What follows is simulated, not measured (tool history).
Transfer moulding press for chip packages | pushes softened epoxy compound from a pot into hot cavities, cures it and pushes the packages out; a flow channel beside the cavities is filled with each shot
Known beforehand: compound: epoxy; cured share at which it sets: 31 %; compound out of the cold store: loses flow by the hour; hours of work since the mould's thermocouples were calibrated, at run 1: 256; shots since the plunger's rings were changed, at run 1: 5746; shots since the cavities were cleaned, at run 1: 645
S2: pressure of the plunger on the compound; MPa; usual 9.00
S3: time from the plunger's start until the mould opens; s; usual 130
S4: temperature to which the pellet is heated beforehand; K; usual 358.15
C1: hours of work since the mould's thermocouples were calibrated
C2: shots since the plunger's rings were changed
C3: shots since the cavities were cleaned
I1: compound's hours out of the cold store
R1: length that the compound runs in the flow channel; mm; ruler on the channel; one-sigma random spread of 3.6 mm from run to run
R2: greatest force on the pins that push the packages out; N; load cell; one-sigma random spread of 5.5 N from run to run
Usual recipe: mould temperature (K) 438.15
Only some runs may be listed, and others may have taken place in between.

{"run": 1, "hour": 0.0, "mould temperature (K)": 438.15, "S2": 9.0, "S3": 130, "S4": 358.15, "C1": 256, "C2": 5746, "C3": 645, "I1": 36.4, "R1": 470, "R2": 313}
{"run": 2, "hour": 7.2, "mould temperature (K)": 438.15, "S2": 9.0, "S3": 130, "S4": 358.15, "C1": 259, "C2": 5800, "C3": 699, "I1": 26.8, "R1": 493, "R2": 319}
{"run": 3, "hour": 16.0, "mould temperature (K)": 438.15, "S2": 9.0, "S3": 130, "S4": 358.15, "C1": 264, "C2": 5865, "C3": 764, "I1": 37.7, "R1": 459, "R2": 329}
{"run": 4, "hour": 28.9, "mould temperature (K)": 438.15, "S2": 9.0, "S3": 130, "S4": 358.15, "C1": 270, "C2": 5961, "C3": 860, "I1": 26.4, "R1": 491, "R2": 344}
{"run": 5, "hour": 41.5, "mould temperature (K)": 438.15, "S2": 9.0, "S3": 130, "S4": 358.15, "C1": 277, "C2": 6054, "C3": 953, "I1": 42.8, "R1": 446, "R2": 343}
{"run": 6, "hour": 50.8, "mould temperature (K)": 438.15, "S2": 9.0, "S3": 130, "S4": 358.15, "C1": 282, "C2": 6123, "C3": 1022, "I1": 30.5, "R1": 477, "R2": 341}
{"run": 7, "hour": 58.1, "mould temperature (K)": 438.15, "S2": 9.0, "S3": 130, "S4": 358.15, "C1": 286, "C2": 6177, "C3": 1076, "I1": 16.0, "R1": 516, "R2": 380}
{"hour": 66.1, "done": "cavities cleaned with cleaning compound and waxed"}
{"run": 8, "hour": 74.6, "mould temperature (K)": 438.15, "S2": 9.0, "S3": 130, "S4": 358.15, "C1": 293, "C2": 6288, "C3": 63, "I1": 26.8, "R1": 488, "R2": 214}
{"run": 9, "hour": 84.4, "mould temperature (K)": 438.15, "S2": 9.0, "S3": 128, "S4": 358.15, "C1": 298, "C2": 6361, "C3": 136, "I1": 22.5, "R1": 502, "R2": 223}
{"run": 10, "hour": 97.7, "mould temperature (K)": 438.15, "S2": 9.0, "S3": 130, "S4": 358.15, "C1": 305, "C2": 6460, "C3": 235, "I1": 16.6, "R1": 510, "R2": 239}
{"run": 11, "hour": 104.7, "mould temperature (K)": 438.15, "S2": 9.0, "S3": 130, "S4": 358.15, "C1": 309, "C2": 6512, "C3": 287, "I1": 10.3, "R1": 537, "R2": 268}
{"run": 12, "hour": 117.7, "mould temperature (K)": 438.15, "S2": 7.99, "S3": 130, "S4": 358.15, "C1": 316, "C2": 6608, "C3": 383, "I1": 45.5, "R1": 412, "R2": 274}
{"hour": 120.4, "done": "mould's thermocouples calibrated"}
{"run": 13, "hour": 126.6, "mould temperature (K)": 438.15, "S2": 7.99, "S3": 130, "S4": 358.15, "C1": 3, "C2": 6659, "C3": 434, "I1": 34.0, "R1": 442, "R2": 299}
{"hour": 131.5, "done": "plunger's sealing rings changed"}
{"run": 14, "hour": 136.0, "mould temperature (K)": 438.15, "S2": 9.0, "S3": 117, "S4": 358.15, "C1": 7, "C2": 33, "C3": 485, "I1": 36.5, "R1": 512, "R2": 323}
{"run": 15, "hour": 147.0, "mould temperature (K)": 438.15, "S2": 9.0, "S3": 117, "S4": 358.15, "C1": 12, "C2": 114, "C3": 566, "I1": 41.8, "R1": 499, "R2": 332}
{"run": 16, "hour": 159.7, "mould temperature (K)": 438.15, "S2": 9.0, "S3": 117, "S4": 358.15, "C1": 19, "C2": 209, "C3": 661, "I1": 21.8, "R1": 555, "R2": 375}
{"run": 17, "hour": 168.0, "mould temperature (K)": 438.15, "S2": 9.0, "S3": 117, "S4": 358.15, "C1": 23, "C2": 270, "C3": 722, "I1": 11.4, "R1": 586, "R2": 383}
{"run": 18, "hour": 174.9, "mould temperature (K)": 439.15, "S2": 8.3, "S3": 112, "S4": 360.15, "C1": 27, "C2": 322, "C3": 774, "I1": 29.0, "R1": 507, "R2": 385}
{"run": 19, "hour": 182.9, "mould temperature (K)": 439.15, "S2": 8.3, "S3": 112, "S4": 360.15, "C1": 31, "C2": 381, "C3": 833, "I1": 32.5, "R1": 500, "R2": 372}
{"run": 20, "hour": 196.1, "mould temperature (K)": 444.15, "S2": 7.11, "S3": 126, "S4": 351.15, "C1": 38, "C2": 479, "C3": 931, "I1": 46.0, "R1": 423, "R2": 330}
{"hour": 205.7, "done": "mould's thermocouples calibrated, once more"}
{"run": 21, "hour": 208.1, "mould temperature (K)": 438.15, "S2": 9.0, "S3": 130, "S4": 355.15, "C1": 1, "C2": 553, "C3": 1005, "I1": 26.4, "R1": 537, "R2": 358}
{"run": 22, "hour": 217.9, "mould temperature (K)": 434.15, "S2": 6.9, "S3": 143, "S4": 361.15, "C1": 6, "C2": 626, "C3": 1078, "I1": 17.8, "R1": 507, "R2": 376}
{"hour": 226.1, "done": "cavities cleaned with cleaning compound and waxed"}
{"run": 23, "hour": 231.1, "mould temperature (K)": 438.15, "S2": 9.0, "S3": 130, "S4": 357.15, "C1": 12, "C2": 712, "C3": 37, "I1": 9.8, "R1": 601, "R2": 206}
{"run": 24, "hour": 239.5, "mould temperature (K)": 438.15, "S2": 9.0, "S3": 130, "S4": 363.15, "C1": 17, "C2": 775, "C3": 100, "I1": 17.1, "R1": 569, "R2": 225}
{"run": 25, "hour": 248.6, "mould temperature (K)": 444.15, "S2": 9.0, "S3": 162, "S4": 364.15, "C1": 21, "C2": 842, "C3": 167, "I1": 33.2, "R1": 507, "R2": 218}
{"run": 26, "hour": 255.2, "mould temperature (K)": 437.15, "S2": 9.0, "S3": 136, "S4": 349.15, "C1": 25, "C2": 891, "C3": 216, "I1": 12.6, "R1": 582, "R2": 246}
{"run": 27, "hour": 262.4, "mould temperature (K)": 437.15, "S2": 9.0, "S3": 136, "S4": 349.15, "C1": 29, "C2": 944, "C3": 269, "I1": 42.0, "R1": 488, "R2": 260}
{"run": 28, "hour": 272.3, "mould temperature (K)": 443.15, "S2": 9.29, "S3": 130, "S4": 358.15, "C1": 34, "C2": 1017, "C3": 342, "I1": 10.4, "R1": 590, "R2": 261}
{"run": 29, "hour": 287.2, "mould temperature (K)": 443.15, "S2": 9.0, "S3": 130, "S4": 358.15, "C1": 41, "C2": 1128, "C3": 453, "I1": 28.9, "R1": 519, "R2": 285}

Below are 4 alternative next runs, each starting from the tool's condition after run 29. Predict each:
{"run": "A", "hour": 295.2, "mould temperature (K)": 442.15, "S2": 7.11, "S3": 149, "S4": 358.15, "C1": 45, "C2": 1188, "C3": 513, "I1": 20.4, "R1": "?", "R2": "?"}
{"run": "B", "hour": 295.2, "mould temperature (K)": 443.15, "S2": 9.0, "S3": 130, "S4": 358.15, "C1": 45, "C2": 1188, "C3": 513, "I1": 31.0, "R1": "?", "R2": "?"}
{"run": "C", "hour": 295.2, "mould temperature (K)": 443.15, "S2": 9.0, "S3": 130, "S4": 366.15, "C1": 45, "C2": 1188, "C3": 513, "I1": 38.0, "R1": "?", "R2": "?"}
{"run": "D", "hour": 295.2, "mould temperature (K)": 434.15, "S2": 6.93, "S3": 160, "S4": 358.15, "C1": 45, "C2": 1188, "C3": 513, "I1": 26.3, "R1": "?", "R2": "?"}

run=A R1=484 R2=290
run=B R1=512 R2=276
run=C R1=492 R2=287
run=D R1=475 R2=292
Without the tool's hidden state the same runs would have given:
run=A R1=494 R2=176
run=B R1=523 R2=169
run=C R1=502 R2=174
run=D R1=484 R2=181

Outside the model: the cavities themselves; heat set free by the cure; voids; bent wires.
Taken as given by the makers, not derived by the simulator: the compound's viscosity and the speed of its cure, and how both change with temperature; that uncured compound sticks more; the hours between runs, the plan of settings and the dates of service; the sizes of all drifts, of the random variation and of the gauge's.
